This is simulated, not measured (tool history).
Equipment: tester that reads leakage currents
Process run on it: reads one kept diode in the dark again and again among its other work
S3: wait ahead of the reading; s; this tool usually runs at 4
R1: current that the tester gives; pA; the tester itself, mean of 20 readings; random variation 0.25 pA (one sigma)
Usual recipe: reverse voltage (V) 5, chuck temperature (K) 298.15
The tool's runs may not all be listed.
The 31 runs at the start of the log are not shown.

{"run": 32, "hour": 2269.1, "reverse voltage (V)": 5, "chuck temperature (K)": 312.15, "S3": 1.95, "R1": 241.95}
{"run": 33, "hour": 2345.9, "reverse voltage (V)": 5, "chuck temperature (K)": 312.15, "S3": 1.95, "R1": 240.2}
{"hour": 2419.6, "done": "probe card cleaned and baked"}
{"run": 34, "hour": 2428.0, "reverse voltage (V)": 6.77, "chuck temperature (K)": 306.15, "S3": 0.6, "R1": 169.56}
{"run": 35, "hour": 2495.5, "reverse voltage (V)": 6.77, "chuck temperature (K)": 306.15, "S3": 0.6, "R1": 169.05}
{"hour": 2538.8, "done": "chuck's temperature calibrated"}
{"run": 36, "hour": 2607.7, "reverse voltage (V)": 13.32, "chuck temperature (K)": 300.15, "S3": 4, "R1": 154.93}
{"run": 37, "hour": 2658.7, "reverse voltage (V)": 1.51, "chuck temperature (K)": 298.15, "S3": 4, "R1": 45.71}
{"run": 38, "hour": 2724.3, "reverse voltage (V)": 1.51, "chuck temperature (K)": 298.15, "S3": 4, "R1": 45.15}
{"run": 39, "hour": 2802.0, "reverse voltage (V)": 13.2, "chuck temperature (K)": 298.15, "S3": 0.55, "R1": 135.92}
{"run": 40, "hour": 2912.8, "reverse voltage (V)": 13.2, "chuck temperature (K)": 298.15, "S3": 0.55, "R1": 136.11}

Each row is a separate what-if for the run after 40, all from the same tool condition, not one after another. Results?
{"run": "A", "hour": 2972.8, "reverse voltage (V)": 1.79, "chuck temperature (K)": 301.15, "S3": 2.1, "R1": "?"}
{"run": "B", "hour": 2972.8, "reverse voltage (V)": 13.2, "chuck temperature (K)": 298.15, "S3": 0.48, "R1": "?"}
{"run": "C", "hour": 2972.8, "reverse voltage (V)": 13.2, "chuck temperature (K)": 311.15, "S3": 1.7, "R1": "?"}
{"run": "D", "hour": 2972.8, "reverse voltage (V)": 1.07, "chuck temperature (K)": 298.15, "S3": 0.53, "R1": "?"}

run=A R1=62.03
run=B R1=136.36
run=C R1=364.06
run=D R1=38.3
What these runs would have given with no unlogged condition in the tool:
run=A R1=63.29
run=B R1=136.01
run=C R1=369.81
run=D R1=39.1
